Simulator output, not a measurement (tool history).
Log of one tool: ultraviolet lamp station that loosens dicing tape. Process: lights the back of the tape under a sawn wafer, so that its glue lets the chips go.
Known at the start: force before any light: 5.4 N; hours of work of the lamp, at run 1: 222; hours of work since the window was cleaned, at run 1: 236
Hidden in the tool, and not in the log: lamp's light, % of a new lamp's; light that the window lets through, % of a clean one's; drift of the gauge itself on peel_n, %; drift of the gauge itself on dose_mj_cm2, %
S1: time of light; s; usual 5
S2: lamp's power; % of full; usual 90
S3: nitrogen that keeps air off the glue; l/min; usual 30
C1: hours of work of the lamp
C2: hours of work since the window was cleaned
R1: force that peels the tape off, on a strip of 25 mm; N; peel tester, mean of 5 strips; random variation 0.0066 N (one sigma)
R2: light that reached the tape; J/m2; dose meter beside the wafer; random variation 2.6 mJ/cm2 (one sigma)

run   hour  S1  S2  S3   C1   C2     R1    R2
  1    0.0   5  90  30  222  236  0.287  2910
  2   14.1   5  90  30  230  244  0.260  2840
  3   23.2   5  90  30  235  249  0.262  2860
  4   41.1   5  90  18  245  259  0.390  2850
  5   55.3   5  90  30  253  267  0.284  2840
  6   63.7   5  90  30  258  272  0.272  2840
  7   76.2   5  90  30  265  279  0.267  2810
  8   89.1   5  90  30  272  287  0.268  2860
      90.5  -- window cleaned of glue's vapour
  9  103.5   5  90  30  280    7  0.317  2640
 10  117.0   5  90  30  288   15  0.333  2640
     132.5  -- window cleaned of glue's vapour, once more
 11  134.8   5  90  30  298    1  0.244  2970
 12  152.7   5  81  30  308   11  0.301  2660
 13  171.1   5  81  30  318   22  0.310  2680
 14  181.1   3  96  39  324   28  0.528  1880
 15  192.9   3  96  39  331   34  0.532  1920
 16  204.0   2  71  32  337   41  1.657   930
 17  217.2   3  90  30  344   48  0.711  1720
 18  231.0   3  90  30  352   56  0.700  1740
 19  245.7   8  87  14  361   64  0.208  4460
 20  256.8   5  63  30  367   71  0.540  2080
 21  265.7   5  63  30  372   76  0.540  2020

The same runs without the tool's hidden state, with the same run-to-run variation:
run     R1    R2
  1  0.233  3290
  2  0.207  3240
  3  0.207  3270
  4  0.301  3270
  5  0.225  3270
  6  0.211  3270
  7  0.205  3260
  8  0.205  3330
  9  0.216  3270
 10  0.227  3270
 11  0.211  3250
 12  0.253  2930
 13  0.258  2960
 14  0.432  2080
 15  0.435  2130
 16  1.459  1040
 17  0.577  1930
 18  0.563  1960
 19  0.180  5040
 20  0.423  2350
 21  0.422  2300
